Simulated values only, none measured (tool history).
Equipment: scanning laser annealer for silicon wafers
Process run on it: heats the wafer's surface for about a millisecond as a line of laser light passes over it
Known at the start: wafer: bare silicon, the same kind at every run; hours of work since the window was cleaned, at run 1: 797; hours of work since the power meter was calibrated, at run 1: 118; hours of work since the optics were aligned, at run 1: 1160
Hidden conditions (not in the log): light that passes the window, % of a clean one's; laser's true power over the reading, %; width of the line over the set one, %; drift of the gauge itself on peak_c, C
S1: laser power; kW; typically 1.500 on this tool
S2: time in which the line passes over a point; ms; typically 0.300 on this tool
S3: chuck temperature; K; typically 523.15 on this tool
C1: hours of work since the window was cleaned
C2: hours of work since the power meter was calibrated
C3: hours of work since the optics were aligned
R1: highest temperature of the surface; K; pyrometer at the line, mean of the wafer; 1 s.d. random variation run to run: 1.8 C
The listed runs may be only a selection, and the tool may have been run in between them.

run,hour,S1,S2,S3,C1,C2,C3,R1
1,0.0,1.500,0.300,523.15,797,118,1160,1186.15
2,26.9,1.631,0.300,523.15,809,131,1172,1242.15
3,56.9,1.500,0.337,523.15,823,145,1186,1228.15
4,120.3,1.500,0.337,560.15,852,174,1215,1264.15
5,153.9,1.500,0.300,523.15,868,190,1231,1185.15
6,199.1,1.500,0.300,523.15,889,211,1252,1186.15
7,237.2,1.500,0.300,523.15,907,229,1270,1183.15
# hour 278.7: optics aligned, line set to its width
8,289.8,1.500,0.292,523.15,929,251,5,1182.15
9,340.7,1.500,0.292,523.15,953,274,29,1184.15
# hour 382.2: window over the wafer cleaned
10,395.0,1.500,0.292,523.15,6,299,53,1221.15
11,458.4,1.488,0.300,523.15,35,328,83,1219.15
# hour 465.7: laser's power meter calibrated
12,493.3,1.488,0.300,523.15,50,13,97,1223.15
13,520.2,1.488,0.300,523.15,63,25,110,1219.15
14,557.2,1.488,0.300,523.15,80,43,127,1216.15
15,617.3,1.500,0.300,523.15,108,70,155,1223.15
16,650.3,1.500,0.300,523.15,123,86,170,1222.15
17,693.9,1.500,0.300,523.15,144,106,191,1223.15
# hour 710.6: laser's power meter calibrated, once more
18,735.6,1.500,0.300,523.15,162,12,209,1220.15
19,775.3,1.500,0.300,523.15,180,30,227,1221.15
20,810.9,1.500,0.249,562.15,197,47,244,1193.15
21,875.0,1.511,0.225,489.15,226,76,274,1090.15
22,914.5,1.284,0.248,530.15,245,95,292,1071.15
23,952.8,1.577,0.300,523.15,263,113,310,1251.15
24,988.6,1.373,0.300,493.15,279,129,326,1130.15
25,1031.9,1.386,0.262,534.15,299,149,346,1130.15
26,1068.0,1.612,0.300,502.15,316,166,363,1242.15
27,1124.5,1.467,0.365,523.15,342,192,390,1275.15
28,1188.1,1.467,0.365,523.15,372,222,419,1272.15
29,1236.6,1.293,0.280,523.15,394,245,442,1096.15
30,1299.1,1.544,0.285,517.15,424,274,471,1205.15
31,1340.8,1.501,0.285,529.15,443,293,490,1200.15
32,1373.3,1.437,0.300,560.15,458,308,505,1221.15

Forecast each of these 4 alternatives for the next run:
A,1412.1,1.500,0.349,523.15,476,326,523,?
B,1412.1,1.437,0.244,560.15,476,326,523,?
C,1412.1,1.553,0.300,523.15,476,326,523,?
D,1412.1,1.486,0.220,560.15,476,326,523,?

run,R1
A,1267.15
B,1148.15
C,1232.15
D,1135.15
With no hidden state in the tool, these same runs would have given:
run,R1
A,1288.15
B,1164.15
C,1252.15
D,1152.15
